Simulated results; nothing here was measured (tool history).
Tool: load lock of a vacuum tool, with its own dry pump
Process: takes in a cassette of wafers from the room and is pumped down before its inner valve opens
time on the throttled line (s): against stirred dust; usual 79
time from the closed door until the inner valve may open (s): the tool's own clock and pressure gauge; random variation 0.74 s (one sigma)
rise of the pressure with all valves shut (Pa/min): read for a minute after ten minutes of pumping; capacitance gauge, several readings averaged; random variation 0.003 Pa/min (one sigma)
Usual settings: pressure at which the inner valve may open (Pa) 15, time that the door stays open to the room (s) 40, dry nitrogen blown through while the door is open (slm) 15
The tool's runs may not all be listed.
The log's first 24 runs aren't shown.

run,hour,time on the throttled line (s),pressure at which the inner valve may open (Pa),time that the door stays open to the room (s),dry nitrogen blown through while the door is open (slm),hours that the pump has run since its overhaul,times that the door has closed on its seal,"incoming humidity of the room's air, %",time from the closed door until the inner valve may open (s),rise of the pressure with all valves shut (Pa/min)
25,8149.6,67,12,67,8,9952,39792,42.5,103.5,0.026
26,8363.7,88,15,40,40,10166,40212,47.7,120.7,0.018
27,8558.2,120,24,65,4,10361,40595,44.6,144.3,0.030
28,8790.3,62,19,46,30,10593,41051,46.7,97.1,0.017
29,9109.6,62,19,46,30,10912,41679,48.5,96.9,0.016
30,9465.1,40,29,39,15,11268,42378,42.4,76.7,0.024
31,9784.3,40,29,39,15,11587,43005,45.9,76.5,0.025
32,9970.0,40,29,39,15,11773,43370,45.5,75.9,0.018
33,10289.0,40,11,235,4,12092,43997,46.1,81.6,0.064
34,10556.3,149,11,40,15,12359,44523,47.0,173.4,0.016
35,10984.1,149,11,40,15,12787,45364,43.6,172.8,0.025
36,11324.8,45,16,63,15,13127,46033,42.4,83.8,0.021
37,11630.5,55,15,40,19,13433,46634,43.2,92.0,0.019

Forecast each of these 4 alternatives for the next run:
A,12080.0,113,17,206,19,13883,47518,45.8,?,?
B,12080.0,55,27,40,21,13883,47518,46.2,?,?
C,12080.0,79,15,49,15,13883,47518,43.9,?,?
D,12080.0,128,10,134,19,13883,47518,43.5,?,?

run,time from the closed door until the inner valve may open (s),rise of the pressure with all valves shut (Pa/min)
A,140.0,0.038
B,90.4,0.021
C,111.9,0.031
D,156.3,0.037
Without the tool's hidden state the same runs would have given:
run,time from the closed door until the inner valve may open (s),rise of the pressure with all valves shut (Pa/min)
A,140.0,0.036
B,90.4,0.020
C,111.9,0.029
D,156.2,0.035
